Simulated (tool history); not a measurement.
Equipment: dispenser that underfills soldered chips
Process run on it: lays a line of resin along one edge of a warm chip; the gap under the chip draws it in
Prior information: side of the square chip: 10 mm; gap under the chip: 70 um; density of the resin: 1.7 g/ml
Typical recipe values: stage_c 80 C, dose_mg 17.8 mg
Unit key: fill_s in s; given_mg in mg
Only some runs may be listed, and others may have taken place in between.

run,hour,stage_c,dose_mg,fill_s,given_mg
1,0,80,17.8,53.1,17.12
# hour 5: dispensing valve cleaned and set on the balance
2,7.3,80,17.8,64.3,17.84
# hour 10.5: new syringe of resin
3,15.7,80,17.8,60.7,17.86
# hour 20.4: new syringe of resin
4,24.8,80,17.8,57.7,17.78
5,28.6,80,17.8,65.5,17.8
# hour 30.4: new syringe of resin
6,34.8,80,17.8,58.8,17.72
# hour 40.6: new syringe of resin
7,40.6,80,15.3,53.2,15.23
8,48.9,80,15.3,69,15.18
# hour 50.6: new syringe of resin
9,53.5,80,15.3,57.5,15.19
# hour 60.4: new syringe of resin
10,61.9,80,15.3,57.5,15.16
# hour 70.1: new syringe of resin
11,70.1,80,15.3,52.6,15.13
12,75.2,80,15.3,61.9,15.13
# hour 80.3: new syringe of resin
13,80.5,80,17,51.8,16.79
14,85.5,80,19.9,59.1,19.6
# hour 90: new syringe of resin
15,94.3,80,17.8,59.1,17.53
16,98.8,80,17.8,70.4,17.41
# hour 99.9: new syringe of resin
17,107.2,80,17.8,63.8,17.46
# hour 109.9: new syringe of resin
18,112.1,81,23,52.1,22.56
# hour 119.9: new syringe of resin
19,119.9,77,18.6,55.8,18.13
20,127.3,77,18.6,72.1,18.2
# hour 129.9: new syringe of resin
21,132.9,77,18.6,61.7,18.18
22,136.6,68,15.8,99.3,15.38
# hour 139.7: new syringe of resin
23,143.6,72,16.5,77,16.03
# hour 149.5: new syringe of resin
24,150.7,72,16.5,72.2,16.06
25,157.8,69,18.6,100.1,18.13
# hour 159.6: new syringe of resin
26,163.3,66,19.7,92.2,19.14
# hour 169.7: new syringe of resin
27,170,78,17.9,54.6,17.26
28,174.1,78,17.9,63.6,17.28
# hour 179.9: new syringe of resin
29,182.1,80,22.6,54,21.82
# hour 187: dispensing valve cleaned and set on the balance
# hour 191.2: new syringe of resin
30,191.2,80,22.6,51.1,22.42
31,196.5,73,22.6,78.5,22.44
# hour 201.2: new syringe of resin
32,205.1,71,18,82,17.81
# hour 210.9: new syringe of resin
33,211.8,66,20.8,85.7,20.57
34,219.3,66,20.8,109.2,20.55

5 options for the next run, each taken on its own from the tool as it stands now. Forecast them:
# hour 221.3: new syringe of resin
A,223.8,70,17.8,?,?
# hour 221.3: new syringe of resin
B,223.8,74,19.9,?,?
# hour 221.3: new syringe of resin
C,223.8,80,22.9,?,?
# hour 221.3: new syringe of resin
D,223.8,74,20.4,?,?
# hour 221.3: new syringe of resin
E,223.8,66,19.9,?,?

run,fill_s,given_mg
A,77.4,17.57
B,65,19.65
C,53.8,22.61
D,67.3,20.11
E,90.2,19.66
What these runs would have given with no unlogged condition in the tool:
run,fill_s,given_mg
A,69.7,17.81
B,58.7,19.91
C,48.7,22.92
D,60.7,20.38
E,81.3,19.93

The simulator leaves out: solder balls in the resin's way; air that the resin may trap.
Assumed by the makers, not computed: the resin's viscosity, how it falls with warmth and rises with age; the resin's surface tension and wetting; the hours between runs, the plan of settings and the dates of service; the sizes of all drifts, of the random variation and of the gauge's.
